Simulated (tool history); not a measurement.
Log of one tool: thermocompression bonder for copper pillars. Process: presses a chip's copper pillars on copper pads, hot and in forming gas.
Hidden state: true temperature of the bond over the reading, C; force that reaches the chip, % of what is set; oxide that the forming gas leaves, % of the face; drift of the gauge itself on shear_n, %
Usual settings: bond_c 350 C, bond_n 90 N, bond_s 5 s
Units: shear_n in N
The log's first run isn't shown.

run    hour  bond_c  bond_n  bond_s  hours of work since the heater was calibrated  hours of work since the force cell was calibrated  hours of work since the gas filter was changed  shear_n
  2    72.6     321      90       5                                            858                                                320                                             201     76.7
  3   153.3     321      90       5                                            892                                                354                                             235     73.7
  4   208.8     321      90       5                                            915                                                377                                             258     75.0
  5   253.6     321      90       5                                            934                                                396                                             277     77.1
  6   326.0     321      90       5                                            964                                                427                                             308     73.4
  7   368.6     350      90       5                                            982                                                444                                             325     90.1
  8   409.5     350      90       5                                           1000                                                462                                             343     87.5
  9   446.6     328      90       5                                           1015                                                477                                             358     77.3
      492.4  -- forming gas filter changed
 10   496.3     350      90       5                                           1036                                                498                                               2     96.1
 11   544.7     350      90       5                                           1056                                                518                                              22     96.3
 12   596.8     341      90       5                                           1078                                                540                                              44     89.7
 13   638.5     341      90       5                                           1096                                                558                                              61     89.8
 14   676.3     350      90       7                                           1112                                                574                                              77    103.0
      685.2  -- force cell calibrated
 15   754.5     350      90       7                                           1144                                                 29                                             110    101.0
 16   792.1     350      90       7                                           1160                                                 45                                             126    101.9
 17   839.4     350      90       7                                           1180                                                 65                                             145     99.6
 18   887.4     350      90       7                                           1200                                                 85                                             166    101.7
 19   958.7     350      90       3                                           1230                                                115                                             196     79.5
     1022.4  -- force cell calibrated, once more
 20  1030.5     350     134       3                                           1260                                                  3                                             225     94.5
 21  1075.8     350     134       3                                           1279                                                 22                                             244     94.3
     1085.3  -- heater calibrated with a thermocouple chip
 22  1158.7     331      85      10                                             31                                                 57                                             278     92.3
 23  1212.3     323      80       5                                             53                                                 79                                             301     68.5

The next listed run, before its measurement:
 24  1291.0     323      63       5                                             87                                                112                                             334        ?

Run 24 gave shear_n 58.8 N.
Without the tool's hidden state the same run would have given shear_n 64.8 N.
